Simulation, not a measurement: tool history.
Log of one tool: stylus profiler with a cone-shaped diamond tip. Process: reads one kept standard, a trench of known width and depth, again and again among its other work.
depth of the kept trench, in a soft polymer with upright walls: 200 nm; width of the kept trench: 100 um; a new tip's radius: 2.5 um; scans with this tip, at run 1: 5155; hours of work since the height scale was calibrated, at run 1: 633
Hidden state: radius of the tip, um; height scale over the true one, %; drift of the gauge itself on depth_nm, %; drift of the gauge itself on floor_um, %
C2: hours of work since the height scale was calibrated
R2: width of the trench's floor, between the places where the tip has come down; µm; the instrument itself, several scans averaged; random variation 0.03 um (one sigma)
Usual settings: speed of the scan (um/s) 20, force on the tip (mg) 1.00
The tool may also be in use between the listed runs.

run 1 hour=0.0 | speed_of_the_scan_(um/s)=20 force_on_the_tip_(mg)=1.00 | scans_with_this_tip=5155 C2=633 | depth_of_the_trench_(Å)=2015.5 R2=97.52
run 2 hour=36.8 | speed_of_the_scan_(um/s)=20 force_on_the_tip_(mg)=1.00 | scans_with_this_tip=5332 C2=654 | depth_of_the_trench_(Å)=2014.8 R2=97.51
run 3 hour=70.6 | speed_of_the_scan_(um/s)=20 force_on_the_tip_(mg)=2.31 | scans_with_this_tip=5494 C2=674 | depth_of_the_trench_(Å)=2027.6 R2=97.43
run 4 hour=96.3 | speed_of_the_scan_(um/s)=20 force_on_the_tip_(mg)=2.31 | scans_with_this_tip=5618 C2=689 | depth_of_the_trench_(Å)=2028.2 R2=97.46
run 5 hour=137.9 | speed_of_the_scan_(um/s)=20 force_on_the_tip_(mg)=1.34 | scans_with_this_tip=5818 C2=714 | depth_of_the_trench_(Å)=2017.6 R2=97.37
run 6 hour=169.3 | speed_of_the_scan_(um/s)=31 force_on_the_tip_(mg)=1.00 | scans_with_this_tip=5969 C2=733 | depth_of_the_trench_(Å)=2013.7 R2=97.35
run 7 hour=210.1 | speed_of_the_scan_(um/s)=31 force_on_the_tip_(mg)=1.00 | scans_with_this_tip=6166 C2=757 | depth_of_the_trench_(Å)=2014.8 R2=97.34
run 8 hour=235.7 | speed_of_the_scan_(um/s)=31 force_on_the_tip_(mg)=0.80 | scans_with_this_tip=6289 C2=772 | depth_of_the_trench_(Å)=2011.6 R2=97.38
run 9 hour=260.3 | speed_of_the_scan_(um/s)=25 force_on_the_tip_(mg)=0.80 | scans_with_this_tip=6407 C2=786 | depth_of_the_trench_(Å)=2012.0 R2=97.30
run 10 hour=288.4 | speed_of_the_scan_(um/s)=25 force_on_the_tip_(mg)=0.80 | scans_with_this_tip=6542 C2=803 | depth_of_the_trench_(Å)=2012.2 R2=97.32
run 11 hour=316.1 | speed_of_the_scan_(um/s)=26 force_on_the_tip_(mg)=1.00 | scans_with_this_tip=6675 C2=819 | depth_of_the_trench_(Å)=2014.0 R2=97.28
run 12 hour=344.2 | speed_of_the_scan_(um/s)=20 force_on_the_tip_(mg)=1.00 | scans_with_this_tip=6811 C2=836 | depth_of_the_trench_(Å)=2013.5 R2=97.33
-- hour=348.5 height scale calibrated on a step standard
run 13 hour=383.2 | speed_of_the_scan_(um/s)=9 force_on_the_tip_(mg)=1.00 | scans_with_this_tip=6996 C2=20 | depth_of_the_trench_(Å)=2010.9 R2=97.34
run 14 hour=412.0 | speed_of_the_scan_(um/s)=9 force_on_the_tip_(mg)=1.00 | scans_with_this_tip=7135 C2=37 | depth_of_the_trench_(Å)=2010.3 R2=97.40
run 15 hour=441.2 | speed_of_the_scan_(um/s)=20 force_on_the_tip_(mg)=1.00 | scans_with_this_tip=7275 C2=55 | depth_of_the_trench_(Å)=2011.8 R2=97.29
run 16 hour=470.6 | speed_of_the_scan_(um/s)=8 force_on_the_tip_(mg)=2.73 | scans_with_this_tip=7416 C2=72 | depth_of_the_trench_(Å)=2027.7 R2=97.37
run 17 hour=508.7 | speed_of_the_scan_(um/s)=19 force_on_the_tip_(mg)=0.43 | scans_with_this_tip=7600 C2=95 | depth_of_the_trench_(Å)=2003.8 R2=97.20
-- hour=522.3 height scale calibrated on a step standard, once more
run 18 hour=532.6 | speed_of_the_scan_(um/s)=22 force_on_the_tip_(mg)=0.51 | scans_with_this_tip=7712 C2=6 | depth_of_the_trench_(Å)=2011.4 R2=97.21
run 19 hour=552.5 | speed_of_the_scan_(um/s)=58 force_on_the_tip_(mg)=0.51 | scans_with_this_tip=7808 C2=18 | depth_of_the_trench_(Å)=2011.0 R2=97.10
run 20 hour=582.6 | speed_of_the_scan_(um/s)=58 force_on_the_tip_(mg)=0.51 | scans_with_this_tip=7953 C2=36 | depth_of_the_trench_(Å)=2011.8 R2=96.96
run 21 hour=602.2 | speed_of_the_scan_(um/s)=58 force_on_the_tip_(mg)=0.94 | scans_with_this_tip=8047 C2=47 | depth_of_the_trench_(Å)=2016.5 R2=97.08
run 22 hour=643.2 | speed_of_the_scan_(um/s)=74 force_on_the_tip_(mg)=0.94 | scans_with_this_tip=8244 C2=71 | depth_of_the_trench_(Å)=2016.7 R2=97.04
run 23 hour=671.0 | speed_of_the_scan_(um/s)=27 force_on_the_tip_(mg)=0.49 | scans_with_this_tip=8378 C2=88 | depth_of_the_trench_(Å)=2010.5 R2=97.07
run 24 hour=716.9 | speed_of_the_scan_(um/s)=32 force_on_the_tip_(mg)=1.46 | scans_with_this_tip=8599 C2=115 | depth_of_the_trench_(Å)=2022.7 R2=97.18
run 25 hour=750.1 | speed_of_the_scan_(um/s)=32 force_on_the_tip_(mg)=1.46 | scans_with_this_tip=8759 C2=135 | depth_of_the_trench_(Å)=2022.4 R2=97.13
run 26 hour=791.9 | speed_of_the_scan_(um/s)=33 force_on_the_tip_(mg)=2.78 | scans_with_this_tip=8960 C2=159 | depth_of_the_trench_(Å)=2036.3 R2=97.14
run 27 hour=817.2 | speed_of_the_scan_(um/s)=25 force_on_the_tip_(mg)=1.51 | scans_with_this_tip=9082 C2=174 | depth_of_the_trench_(Å)=2022.7 R2=97.13
run 28 hour=840.7 | speed_of_the_scan_(um/s)=8 force_on_the_tip_(mg)=2.89 | scans_with_this_tip=9195 C2=188 | depth_of_the_trench_(Å)=2035.3 R2=97.19
run 29 hour=863.2 | speed_of_the_scan_(um/s)=8 force_on_the_tip_(mg)=2.89 | scans_with_this_tip=9303 C2=201 | depth_of_the_trench_(Å)=2035.7 R2=97.18

4 ways to go on from here, each from the tool as it stands after run 29. What would each give?
run A hour=901.4 | speed_of_the_scan_(um/s)=69 force_on_the_tip_(mg)=2.56 | scans_with_this_tip=9487 C2=224 | depth_of_the_trench_(Å)=? R2=?
run B hour=901.4 | speed_of_the_scan_(um/s)=77 force_on_the_tip_(mg)=2.89 | scans_with_this_tip=9487 C2=224 | depth_of_the_trench_(Å)=? R2=?
run C hour=901.4 | speed_of_the_scan_(um/s)=12 force_on_the_tip_(mg)=2.75 | scans_with_this_tip=9487 C2=224 | depth_of_the_trench_(Å)=? R2=?
run D hour=901.4 | speed_of_the_scan_(um/s)=59 force_on_the_tip_(mg)=0.53 | scans_with_this_tip=9487 C2=224 | depth_of_the_trench_(Å)=? R2=?

run=A depth_of_the_trench_(Å)=2032.8 R2=97.11
run=B depth_of_the_trench_(Å)=2035.7 R2=97.04
run=C depth_of_the_trench_(Å)=2035.3 R2=97.08
run=D depth_of_the_trench_(Å)=2010.9 R2=96.88
Without the tool's hidden state the same runs would have given:
run=A depth_of_the_trench_(Å)=2033.4 R2=97.97
run=B depth_of_the_trench_(Å)=2036.3 R2=97.89
run=C depth_of_the_trench_(Å)=2035.9 R2=97.94
run=D depth_of_the_trench_(Å)=2011.5 R2=97.73
